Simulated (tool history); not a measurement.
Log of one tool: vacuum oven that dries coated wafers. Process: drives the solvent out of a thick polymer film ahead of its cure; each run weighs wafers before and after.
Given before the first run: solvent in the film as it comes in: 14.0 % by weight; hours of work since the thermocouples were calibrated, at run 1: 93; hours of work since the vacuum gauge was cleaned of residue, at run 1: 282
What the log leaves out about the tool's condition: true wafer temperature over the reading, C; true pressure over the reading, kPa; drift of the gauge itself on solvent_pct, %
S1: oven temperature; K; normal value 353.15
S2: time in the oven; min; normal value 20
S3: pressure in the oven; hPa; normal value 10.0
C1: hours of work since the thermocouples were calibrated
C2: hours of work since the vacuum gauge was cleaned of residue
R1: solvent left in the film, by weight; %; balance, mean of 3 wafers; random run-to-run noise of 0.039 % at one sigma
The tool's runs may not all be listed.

{"run": 1, "day": 0.0, "S1": 353.15, "S2": 20, "S3": 10.0, "C1": 93, "C2": 282, "R1": 1.1}
{"run": 2, "day": 2.421, "S1": 353.15, "S2": 20, "S3": 10.0, "C1": 121, "C2": 310, "R1": 1.23}
{"run": 3, "day": 3.867, "S1": 353.15, "S2": 20, "S3": 10.0, "C1": 138, "C2": 326, "R1": 1.13}
{"run": 4, "day": 5.558, "S1": 353.15, "S2": 20, "S3": 10.0, "C1": 157, "C2": 346, "R1": 1.2}
{"run": 5, "day": 7.512, "S1": 353.15, "S2": 20, "S3": 10.0, "C1": 180, "C2": 368, "R1": 1.15}
{"run": 6, "day": 9.183, "S1": 353.15, "S2": 20, "S3": 10.0, "C1": 199, "C2": 387, "R1": 1.18}
{"run": 7, "day": 10.896, "S1": 353.15, "S2": 20, "S3": 10.0, "C1": 218, "C2": 407, "R1": 1.19}
{"run": 8, "day": 13.358, "S1": 353.15, "S2": 20, "S3": 10.0, "C1": 247, "C2": 435, "R1": 1.22}
{"run": 9, "day": 15.488, "S1": 353.15, "S2": 14, "S3": 10.0, "C1": 271, "C2": 459, "R1": 2.2}
{"run": 10, "day": 17.988, "S1": 353.15, "S2": 20, "S3": 9.4, "C1": 300, "C2": 488, "R1": 1.25}
{"run": 11, "day": 19.162, "S1": 353.15, "S2": 20, "S3": 9.4, "C1": 313, "C2": 502, "R1": 1.27}
{"run": 12, "day": 21.704, "S1": 353.15, "S2": 20, "S3": 10.8, "C1": 342, "C2": 531, "R1": 1.28}
{"run": 13, "day": 23.267, "S1": 351.15, "S2": 20, "S3": 10.8, "C1": 360, "C2": 549, "R1": 1.7}
{"run": 14, "day": 24.512, "S1": 351.15, "S2": 20, "S3": 10.8, "C1": 375, "C2": 563, "R1": 1.7}
{"run": 15, "day": 26.404, "S1": 351.15, "S2": 20, "S3": 10.8, "C1": 396, "C2": 585, "R1": 1.68}
{"run": 16, "day": 27.975, "S1": 353.15, "S2": 20, "S3": 10.0, "C1": 414, "C2": 603, "R1": 1.28}
{"run": 17, "day": 30.092, "S1": 353.15, "S2": 17, "S3": 10.0, "C1": 439, "C2": 627, "R1": 1.7}
{"run": 18, "day": 32.042, "S1": 353.15, "S2": 24, "S3": 10.0, "C1": 461, "C2": 649, "R1": 0.88}
{"run": 19, "day": 34.858, "S1": 353.15, "S2": 16, "S3": 10.0, "C1": 493, "C2": 682, "R1": 2.0}
{"run": 20, "day": 36.733, "S1": 340.15, "S2": 16, "S3": 10.0, "C1": 515, "C2": 703, "R1": 5.93}
{"run": 21, "day": 38.508, "S1": 353.15, "S2": 20, "S3": 10.0, "C1": 535, "C2": 723, "R1": 1.37}
{"run": 22, "day": 39.871, "S1": 353.15, "S2": 20, "S3": 10.0, "C1": 551, "C2": 739, "R1": 1.34}
{"run": 23, "day": 41.05, "S1": 353.15, "S2": 20, "S3": 10.0, "C1": 564, "C2": 753, "R1": 1.34}
{"run": 24, "day": 42.258, "S1": 346.15, "S2": 16, "S3": 10.0, "C1": 578, "C2": 766, "R1": 4.02}
{"run": 25, "day": 43.842, "S1": 339.15, "S2": 20, "S3": 17.6, "C1": 596, "C2": 784, "R1": 5.55}
{"day": 44.075, "done": "oven's thermocouples calibrated"}
{"run": 26, "day": 46.262, "S1": 339.15, "S2": 20, "S3": 17.6, "C1": 25, "C2": 811, "R1": 5.69}
{"run": 27, "day": 47.8, "S1": 339.15, "S2": 20, "S3": 17.6, "C1": 43, "C2": 829, "R1": 5.78}
{"run": 28, "day": 49.088, "S1": 365.15, "S2": 14, "S3": 26.1, "C1": 57, "C2": 844, "R1": 0.65}
{"run": 29, "day": 51.383, "S1": 344.15, "S2": 20, "S3": 12.9, "C1": 84, "C2": 870, "R1": 3.89}
{"day": 52.204, "done": "oven's thermocouples calibrated, once more"}
{"run": 30, "day": 53.571, "S1": 367.15, "S2": 32, "S3": 20.4, "C1": 16, "C2": 894, "R1": 0.3}
{"run": 31, "day": 55.708, "S1": 367.15, "S2": 32, "S3": 20.4, "C1": 40, "C2": 919, "R1": 0.32}
{"run": 32, "day": 57.792, "S1": 353.15, "S2": 20, "S3": 31.6, "C1": 64, "C2": 943, "R1": 1.75}
{"run": 33, "day": 60.4, "S1": 353.15, "S2": 20, "S3": 31.6, "C1": 94, "C2": 972, "R1": 1.87}
{"run": 34, "day": 62.6, "S1": 353.15, "S2": 20, "S3": 31.6, "C1": 119, "C2": 998, "R1": 1.71}
{"run": 35, "day": 64.792, "S1": 368.15, "S2": 29, "S3": 27.4, "C1": 144, "C2": 1023, "R1": 0.41}
{"run": 36, "day": 66.721, "S1": 353.15, "S2": 19, "S3": 10.0, "C1": 166, "C2": 1045, "R1": 1.39}
{"run": 37, "day": 69.546, "S1": 345.15, "S2": 20, "S3": 10.0, "C1": 199, "C2": 1077, "R1": 3.4}
{"run": 38, "day": 71.479, "S1": 342.15, "S2": 12, "S3": 10.0, "C1": 221, "C2": 1100, "R1": 6.33}
{"run": 39, "day": 73.3, "S1": 353.15, "S2": 29, "S3": 23.3, "C1": 242, "C2": 1120, "R1": 0.98}
{"run": 40, "day": 75.317, "S1": 353.15, "S2": 29, "S3": 23.3, "C1": 265, "C2": 1144, "R1": 1.0}
{"run": 41, "day": 77.946, "S1": 367.15, "S2": 29, "S3": 9.5, "C1": 295, "C2": 1174, "R1": 0.19}
{"run": 42, "day": 80.338, "S1": 353.15, "S2": 34, "S3": 23.5, "C1": 323, "C2": 1201, "R1": 0.9}
{"run": 43, "day": 82.804, "S1": 353.15, "S2": 18, "S3": 10.0, "C1": 351, "C2": 1229, "R1": 1.64}
{"run": 44, "day": 84.146, "S1": 353.15, "S2": 18, "S3": 10.0, "C1": 366, "C2": 1245, "R1": 1.59}
{"run": 45, "day": 86.783, "S1": 349.15, "S2": 20, "S3": 13.8, "C1": 397, "C2": 1275, "R1": 2.45}
{"run": 46, "day": 89.538, "S1": 344.15, "S2": 10, "S3": 5.4, "C1": 428, "C2": 1307, "R1": 6.52}

Each row is a separate what-if for the run after 46, all from the same tool condition, not one after another. Results?
{"run": "A", "day": 91.096, "S1": 356.15, "S2": 20, "S3": 10.0, "C1": 446, "C2": 1324, "R1": "?"}
{"run": "B", "day": 91.096, "S1": 349.15, "S2": 25, "S3": 32.3, "C1": 446, "C2": 1324, "R1": "?"}
{"run": "C", "day": 91.096, "S1": 353.15, "S2": 20, "S3": 7.1, "C1": 446, "C2": 1324, "R1": "?"}
{"run": "D", "day": 91.096, "S1": 355.15, "S2": 10, "S3": 5.4, "C1": 446, "C2": 1324, "R1": "?"}

run=A R1=0.85
run=B R1=2.22
run=C R1=1.38
run=D R1=3.10
Without the tool's unlogged condition, the same runs would have read:
run=A R1=0.65
run=B R1=1.90
run=C R1=1.11
run=D R1=2.71
